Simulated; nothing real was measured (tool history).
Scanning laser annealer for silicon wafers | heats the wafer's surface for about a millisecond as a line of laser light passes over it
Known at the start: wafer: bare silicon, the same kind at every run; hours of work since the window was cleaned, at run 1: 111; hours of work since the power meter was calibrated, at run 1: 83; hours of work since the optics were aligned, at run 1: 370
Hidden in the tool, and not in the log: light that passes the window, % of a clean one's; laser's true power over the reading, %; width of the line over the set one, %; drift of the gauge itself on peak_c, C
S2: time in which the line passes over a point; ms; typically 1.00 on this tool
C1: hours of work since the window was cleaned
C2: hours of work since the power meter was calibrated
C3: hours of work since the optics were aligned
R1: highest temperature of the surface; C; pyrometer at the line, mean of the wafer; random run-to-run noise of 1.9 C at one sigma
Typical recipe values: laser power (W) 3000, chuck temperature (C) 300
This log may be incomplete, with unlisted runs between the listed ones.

{"run": 1, "hour": 0.0, "laser power (W)": 3000, "S2": 1.0, "chuck temperature (C)": 300, "C1": 111, "C2": 83, "C3": 370, "R1": 1075}
{"run": 2, "hour": 4.9, "laser power (W)": 3000, "S2": 1.0, "chuck temperature (C)": 300, "C1": 114, "C2": 86, "C3": 373, "R1": 1074}
{"run": 3, "hour": 13.4, "laser power (W)": 3000, "S2": 1.0, "chuck temperature (C)": 300, "C1": 119, "C2": 91, "C3": 378, "R1": 1076}
{"run": 4, "hour": 20.1, "laser power (W)": 3000, "S2": 1.0, "chuck temperature (C)": 300, "C1": 123, "C2": 95, "C3": 382, "R1": 1076}
{"run": 5, "hour": 25.1, "laser power (W)": 3000, "S2": 1.0, "chuck temperature (C)": 300, "C1": 126, "C2": 98, "C3": 385, "R1": 1074}
{"run": 6, "hour": 30.3, "laser power (W)": 3000, "S2": 1.0, "chuck temperature (C)": 300, "C1": 129, "C2": 101, "C3": 388, "R1": 1071}
{"run": 7, "hour": 37.0, "laser power (W)": 3000, "S2": 1.0, "chuck temperature (C)": 300, "C1": 133, "C2": 105, "C3": 392, "R1": 1073}
{"run": 8, "hour": 43.4, "laser power (W)": 3000, "S2": 1.0, "chuck temperature (C)": 335, "C1": 137, "C2": 109, "C3": 396, "R1": 1110}
{"run": 9, "hour": 51.0, "laser power (W)": 3000, "S2": 1.0, "chuck temperature (C)": 335, "C1": 142, "C2": 113, "C3": 401, "R1": 1109}
{"run": 10, "hour": 58.8, "laser power (W)": 3000, "S2": 1.0, "chuck temperature (C)": 300, "C1": 146, "C2": 118, "C3": 406, "R1": 1070}
{"run": 11, "hour": 63.2, "laser power (W)": 3000, "S2": 1.0, "chuck temperature (C)": 300, "C1": 149, "C2": 121, "C3": 408, "R1": 1070}
{"run": 12, "hour": 68.2, "laser power (W)": 3000, "S2": 1.0, "chuck temperature (C)": 300, "C1": 152, "C2": 124, "C3": 411, "R1": 1067}
{"hour": 72.0, "done": "laser's power meter calibrated"}
{"run": 13, "hour": 75.5, "laser power (W)": 2786, "S2": 1.0, "chuck temperature (C)": 300, "C1": 155, "C2": 2, "C3": 414, "R1": 1000}
{"run": 14, "hour": 84.5, "laser power (W)": 2786, "S2": 1.0, "chuck temperature (C)": 300, "C1": 160, "C2": 8, "C3": 419, "R1": 1003}
{"run": 15, "hour": 93.2, "laser power (W)": 3159, "S2": 1.0, "chuck temperature (C)": 300, "C1": 165, "C2": 13, "C3": 425, "R1": 1116}
{"hour": 97.0, "done": "laser's power meter calibrated, once more"}
{"run": 16, "hour": 104.0, "laser power (W)": 3159, "S2": 1.0, "chuck temperature (C)": 300, "C1": 170, "C2": 4, "C3": 429, "R1": 1125}
{"run": 17, "hour": 110.8, "laser power (W)": 3159, "S2": 1.0, "chuck temperature (C)": 300, "C1": 174, "C2": 8, "C3": 433, "R1": 1121}
{"run": 18, "hour": 119.3, "laser power (W)": 3000, "S2": 1.24, "chuck temperature (C)": 300, "C1": 179, "C2": 13, "C3": 439, "R1": 1178}
{"run": 19, "hour": 124.6, "laser power (W)": 3000, "S2": 1.0, "chuck temperature (C)": 289, "C1": 183, "C2": 17, "C3": 442, "R1": 1067}
{"run": 20, "hour": 128.9, "laser power (W)": 2698, "S2": 0.92, "chuck temperature (C)": 283, "C1": 185, "C2": 19, "C3": 444, "R1": 932}
{"run": 21, "hour": 135.6, "laser power (W)": 2695, "S2": 1.05, "chuck temperature (C)": 300, "C1": 189, "C2": 23, "C3": 448, "R1": 1000}
{"run": 22, "hour": 139.8, "laser power (W)": 2695, "S2": 1.05, "chuck temperature (C)": 300, "C1": 192, "C2": 26, "C3": 451, "R1": 998}
{"run": 23, "hour": 147.5, "laser power (W)": 3000, "S2": 1.14, "chuck temperature (C)": 310, "C1": 197, "C2": 31, "C3": 456, "R1": 1141}
{"run": 24, "hour": 152.9, "laser power (W)": 3000, "S2": 1.06, "chuck temperature (C)": 310, "C1": 200, "C2": 34, "C3": 459, "R1": 1109}
{"run": 25, "hour": 161.2, "laser power (W)": 2662, "S2": 0.75, "chuck temperature (C)": 339, "C1": 205, "C2": 39, "C3": 464, "R1": 902}
{"run": 26, "hour": 166.6, "laser power (W)": 2662, "S2": 0.75, "chuck temperature (C)": 339, "C1": 208, "C2": 42, "C3": 467, "R1": 902}
{"run": 27, "hour": 170.7, "laser power (W)": 3261, "S2": 0.78, "chuck temperature (C)": 275, "C1": 211, "C2": 45, "C3": 470, "R1": 1014}
{"run": 28, "hour": 176.8, "laser power (W)": 3261, "S2": 0.78, "chuck temperature (C)": 275, "C1": 214, "C2": 48, "C3": 473, "R1": 1014}
{"run": 29, "hour": 182.1, "laser power (W)": 3180, "S2": 0.78, "chuck temperature (C)": 293, "C1": 217, "C2": 52, "C3": 477, "R1": 1006}
{"run": 30, "hour": 189.9, "laser power (W)": 3195, "S2": 1.21, "chuck temperature (C)": 300, "C1": 222, "C2": 56, "C3": 481, "R1": 1228}
{"run": 31, "hour": 197.2, "laser power (W)": 3151, "S2": 1.01, "chuck temperature (C)": 316, "C1": 227, "C2": 61, "C3": 486, "R1": 1138}
{"run": 32, "hour": 205.8, "laser power (W)": 3151, "S2": 1.01, "chuck temperature (C)": 316, "C1": 232, "C2": 66, "C3": 491, "R1": 1137}
{"run": 33, "hour": 213.6, "laser power (W)": 2813, "S2": 0.97, "chuck temperature (C)": 323, "C1": 237, "C2": 71, "C3": 496, "R1": 1021}
{"run": 34, "hour": 222.5, "laser power (W)": 2603, "S2": 1.0, "chuck temperature (C)": 330, "C1": 242, "C2": 76, "C3": 501, "R1": 980}

5 ways to go on from here, each from the tool as it stands after run 34. What would each give?
{"run": "A", "hour": 226.8, "laser power (W)": 3046, "S2": 1.0, "chuck temperature (C)": 315, "C1": 245, "C2": 79, "C3": 504, "R1": "?"}
{"run": "B", "hour": 226.8, "laser power (W)": 2603, "S2": 0.93, "chuck temperature (C)": 330, "C1": 245, "C2": 79, "C3": 504, "R1": "?"}
{"run": "C", "hour": 226.8, "laser power (W)": 3000, "S2": 1.16, "chuck temperature (C)": 338, "C1": 245, "C2": 79, "C3": 504, "R1": "?"}
{"run": "D", "hour": 226.8, "laser power (W)": 3226, "S2": 1.0, "chuck temperature (C)": 330, "C1": 245, "C2": 79, "C3": 504, "R1": "?"}
{"run": "E", "hour": 226.8, "laser power (W)": 3000, "S2": 1.24, "chuck temperature (C)": 291, "C1": 245, "C2": 79, "C3": 504, "R1": "?"}

run=A R1=1096
run=B R1=947
run=C R1=1177
run=D R1=1167
run=E R1=1157
With no hidden state in the tool, these same runs would have given:
run=A R1=1125
run=B R1=970
run=C R1=1207
run=D R1=1197
run=E R1=1188
